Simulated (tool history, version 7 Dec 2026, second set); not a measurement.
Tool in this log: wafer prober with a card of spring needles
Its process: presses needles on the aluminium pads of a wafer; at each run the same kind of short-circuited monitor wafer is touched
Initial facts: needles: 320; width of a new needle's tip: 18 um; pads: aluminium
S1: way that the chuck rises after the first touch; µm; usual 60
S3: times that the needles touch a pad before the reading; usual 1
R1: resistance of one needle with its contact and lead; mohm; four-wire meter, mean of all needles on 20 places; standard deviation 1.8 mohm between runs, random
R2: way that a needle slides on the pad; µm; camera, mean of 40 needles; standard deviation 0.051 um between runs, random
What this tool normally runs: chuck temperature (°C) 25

run 1 day=0.000 | S1=60 chuck_temperature_(°C)=25 S3=1 | R1=191 R2=11.84
-- day=0.188 tips cleaned on abrasive film
-- day=0.492 tips cleaned on abrasive film
-- day=0.738 tips cleaned on abrasive film
-- day=1.046 tips cleaned on abrasive film
-- day=1.354 tips cleaned on abrasive film
run 2 day=1.550 | S1=60 chuck_temperature_(°C)=25 S3=1 | R1=193 R2=11.77
-- day=1.612 tips cleaned on abrasive film
-- day=1.858 tips cleaned on abrasive film
-- day=2.167 tips cleaned on abrasive film
-- day=2.475 tips cleaned on abrasive film
-- day=2.779 tips cleaned on abrasive film
-- day=3.088 tips cleaned on abrasive film
-- day=3.396 tips cleaned on abrasive film
-- day=3.700 tips cleaned on abrasive film
-- day=3.712 height of the first contact set anew
run 3 day=3.750 | S1=60 chuck_temperature_(°C)=25 S3=1 | R1=187 R2=11.83
-- day=3.996 tips cleaned on abrasive film
-- day=4.242 tips cleaned on abrasive film
-- day=4.550 tips cleaned on abrasive film
-- day=4.796 tips cleaned on abrasive film
-- day=5.104 tips cleaned on abrasive film
-- day=5.408 tips cleaned on abrasive film
-- day=5.717 tips cleaned on abrasive film
-- day=5.962 tips cleaned on abrasive film
-- day=6.271 tips cleaned on abrasive film
-- day=6.579 tips cleaned on abrasive film
run 4 day=6.750 | S1=43 chuck_temperature_(°C)=25 S3=1 | R1=196 R2=8.52
-- day=6.875 tips cleaned on abrasive film
-- day=7.179 tips cleaned on abrasive film
-- day=7.488 tips cleaned on abrasive film
-- day=7.796 tips cleaned on abrasive film
-- day=8.100 tips cleaned on abrasive film
-- day=8.408 tips cleaned on abrasive film
run 5 day=8.454 | S1=43 chuck_temperature_(°C)=25 S3=1 | R1=195 R2=8.47
-- day=8.700 tips cleaned on abrasive film
-- day=8.946 tips cleaned on abrasive film
-- day=9.254 tips cleaned on abrasive film
-- day=9.500 tips cleaned on abrasive film
-- day=9.808 tips cleaned on abrasive film
-- day=10.117 tips cleaned on abrasive film
run 6 day=10.142 | S1=60 chuck_temperature_(°C)=25 S3=1 | R1=191 R2=11.83
-- day=10.392 tips cleaned on abrasive film
-- day=10.638 tips cleaned on abrasive film
-- day=10.942 tips cleaned on abrasive film
-- day=11.250 tips cleaned on abrasive film
-- day=11.558 tips cleaned on abrasive film
-- day=11.862 tips cleaned on abrasive film
-- day=12.171 tips cleaned on abrasive film
-- day=12.479 tips cleaned on abrasive film
-- day=12.788 tips cleaned on abrasive film
-- day=13.033 tips cleaned on abrasive film
run 7 day=13.100 | S1=60 chuck_temperature_(°C)=25 S3=1 | R1=191 R2=11.83
-- day=13.283 tips cleaned on abrasive film
-- day=13.592 tips cleaned on abrasive film
-- day=13.900 tips cleaned on abrasive film
-- day=14.208 tips cleaned on abrasive film
-- day=14.512 tips cleaned on abrasive film
-- day=14.758 tips cleaned on abrasive film
-- day=15.067 tips cleaned on abrasive film
-- day=15.375 tips cleaned on abrasive film
-- day=15.621 tips cleaned on abrasive film
run 8 day=15.775 | S1=60 chuck_temperature_(°C)=98 S3=1 | R1=205 R2=11.93
-- day=15.900 tips cleaned on abrasive film
-- day=16.208 tips cleaned on abrasive film
-- day=16.517 tips cleaned on abrasive film
-- day=16.821 tips cleaned on abrasive film
-- day=17.071 tips cleaned on abrasive film
-- day=17.375 tips cleaned on abrasive film
-- day=17.683 tips cleaned on abrasive film
-- day=17.992 tips cleaned on abrasive film
-- day=18.004 height of the first contact set anew
-- day=18.250 tips cleaned on abrasive film
-- day=18.554 tips cleaned on abrasive film
run 9 day=18.608 | S1=60 chuck_temperature_(°C)=25 S3=1 | R1=191 R2=11.94
-- day=18.854 tips cleaned on abrasive film
-- day=19.162 tips cleaned on abrasive film
-- day=19.467 tips cleaned on abrasive film
-- day=19.775 tips cleaned on abrasive film
-- day=20.083 tips cleaned on abrasive film
-- day=20.388 tips cleaned on abrasive film
-- day=20.696 tips cleaned on abrasive film
-- day=20.942 tips cleaned on abrasive film
-- day=21.250 tips cleaned on abrasive film
run 10 day=21.283 | S1=60 chuck_temperature_(°C)=25 S3=1 | R1=190 R2=11.94
-- day=21.529 tips cleaned on abrasive film
-- day=21.838 tips cleaned on abrasive film
-- day=22.142 tips cleaned on abrasive film
-- day=22.450 tips cleaned on abrasive film
run 11 day=22.621 | S1=60 chuck_temperature_(°C)=45 S3=1 | R1=199 R2=11.84
-- day=22.746 tips cleaned on abrasive film
-- day=23.054 tips cleaned on abrasive film
-- day=23.362 tips cleaned on abrasive film
-- day=23.667 tips cleaned on abrasive film
-- day=23.975 tips cleaned on abrasive film
-- day=24.283 tips cleaned on abrasive film
-- day=24.529 tips cleaned on abrasive film
-- day=24.838 tips cleaned on abrasive film
run 12 day=24.867 | S1=74 chuck_temperature_(°C)=31 S3=1 | R1=195 R2=14.59
-- day=25.112 tips cleaned on abrasive film
-- day=25.421 tips cleaned on abrasive film
-- day=25.667 tips cleaned on abrasive film
-- day=25.975 tips cleaned on abrasive film
run 13 day=26.188 | S1=70 chuck_temperature_(°C)=35 S3=2 | R1=190 R2=13.94
-- day=26.250 tips cleaned on abrasive film
-- day=26.558 tips cleaned on abrasive film
-- day=26.862 tips cleaned on abrasive film
-- day=27.171 tips cleaned on abrasive film
-- day=27.479 tips cleaned on abrasive film
-- day=27.788 tips cleaned on abrasive film
run 14 day=27.862 | S1=70 chuck_temperature_(°C)=41 S3=2 | R1=195 R2=13.94
-- day=28.050 tips cleaned on abrasive film
-- day=28.296 tips cleaned on abrasive film
-- day=28.604 tips cleaned on abrasive film
-- day=28.908 tips cleaned on abrasive film
-- day=29.158 tips cleaned on abrasive film
-- day=29.462 tips cleaned on abrasive film
-- day=29.771 tips cleaned on abrasive film
run 15 day=29.838 | S1=70 chuck_temperature_(°C)=41 S3=2 | R1=193 R2=13.92
-- day=30.025 tips cleaned on abrasive film
-- day=30.333 tips cleaned on abrasive film
-- day=30.638 tips cleaned on abrasive film
-- day=30.946 tips cleaned on abrasive film
-- day=31.192 tips cleaned on abrasive film
-- day=31.500 tips cleaned on abrasive film
-- day=31.746 tips cleaned on abrasive film
-- day=32.054 tips cleaned on abrasive film
run 16 day=32.233 | S1=60 chuck_temperature_(°C)=104 S3=2 | R1=204 R2=11.93
-- day=32.308 height of the first contact set anew
-- day=32.371 tips cleaned on abrasive film
-- day=32.621 tips cleaned on abrasive film
-- day=32.925 tips cleaned on abrasive film
-- day=33.233 tips cleaned on abrasive film
-- day=33.542 tips cleaned on abrasive film
-- day=33.846 tips cleaned on abrasive film
run 17 day=34.075 | S1=60 chuck_temperature_(°C)=59 S3=3 | R1=199 R2=11.95
-- day=34.138 tips cleaned on abrasive film
-- day=34.446 tips cleaned on abrasive film
-- day=34.750 tips cleaned on abrasive film
-- day=35.000 tips cleaned on abrasive film
-- day=35.304 tips cleaned on abrasive film
-- day=35.612 tips cleaned on abrasive film
-- day=35.921 tips cleaned on abrasive film
-- day=36.225 tips cleaned on abrasive film
-- day=36.533 tips cleaned on abrasive film
-- day=36.842 tips cleaned on abrasive film
run 18 day=36.904 | S1=60 chuck_temperature_(°C)=59 S3=3 | R1=200 R2=11.94
-- day=37.092 tips cleaned on abrasive film
-- day=37.396 tips cleaned on abrasive film
-- day=37.704 tips cleaned on abrasive film
-- day=38.012 tips cleaned on abrasive film
run 19 day=38.138 | S1=60 chuck_temperature_(°C)=59 S3=3 | R1=198 R2=11.97
-- day=38.262 tips cleaned on abrasive film
-- day=38.508 tips cleaned on abrasive film
-- day=38.812 tips cleaned on abrasive film
-- day=39.062 tips cleaned on abrasive film
-- day=39.367 tips cleaned on abrasive film
-- day=39.675 tips cleaned on abrasive film
-- day=39.983 tips cleaned on abrasive film
-- day=40.288 tips cleaned on abrasive film
-- day=40.596 tips cleaned on abrasive film
run 20 day=40.679 | S1=60 chuck_temperature_(°C)=59 S3=3 | R1=201 R2=12.05

Some steps in R2 between neighbouring runs. How much of each would the tool show without its hidden state too (settings, what came in, random variation), and how much is left for the hidden state, with any gauge scatter that isn't in both results?
The hidden state here: debris on the tips, nm; way that the needles fall short of the set height, um; tips' diameter, um; drift of the gauge itself on contact_mohm, %; drift of the gauge itself on scrub_um, %.
Run 1 -> 2: tips cleaned on abrasive film, tips cleaned on abrasive film, tips cleaned on abrasive film, tips cleaned on abrasive film, tips cleaned on abrasive film. R2 -0.07 µm: hidden state +0.02, all else -0.09.
Run 3 -> 4: S1 60 -> 43, tips cleaned on abrasive film, tips cleaned on abrasive film, tips cleaned on abrasive film, tips cleaned on abrasive film, tips cleaned on abrasive film, tips cleaned on abrasive film, tips cleaned on abrasive film, tips cleaned on abrasive film, tips cleaned on abrasive film, tips cleaned on abrasive film. R2 -3.31 µm: hidden state +0.01, all else -3.32.
Run 5 -> 6: S1 43 -> 60, tips cleaned on abrasive film, tips cleaned on abrasive film, tips cleaned on abrasive film, tips cleaned on abrasive film, tips cleaned on abrasive film, tips cleaned on abrasive film. R2 +3.36 µm: hidden state +0.02, all else +3.34.
Run 11 -> 12: S1 60 -> 74, chuck temperature (°C) 45 -> 31, tips cleaned on abrasive film, tips cleaned on abrasive film, tips cleaned on abrasive film, tips cleaned on abrasive film, tips cleaned on abrasive film, tips cleaned on abrasive film, tips cleaned on abrasive film, tips cleaned on abrasive film. R2 +2.75 µm: hidden state +0.04, all else +2.71.
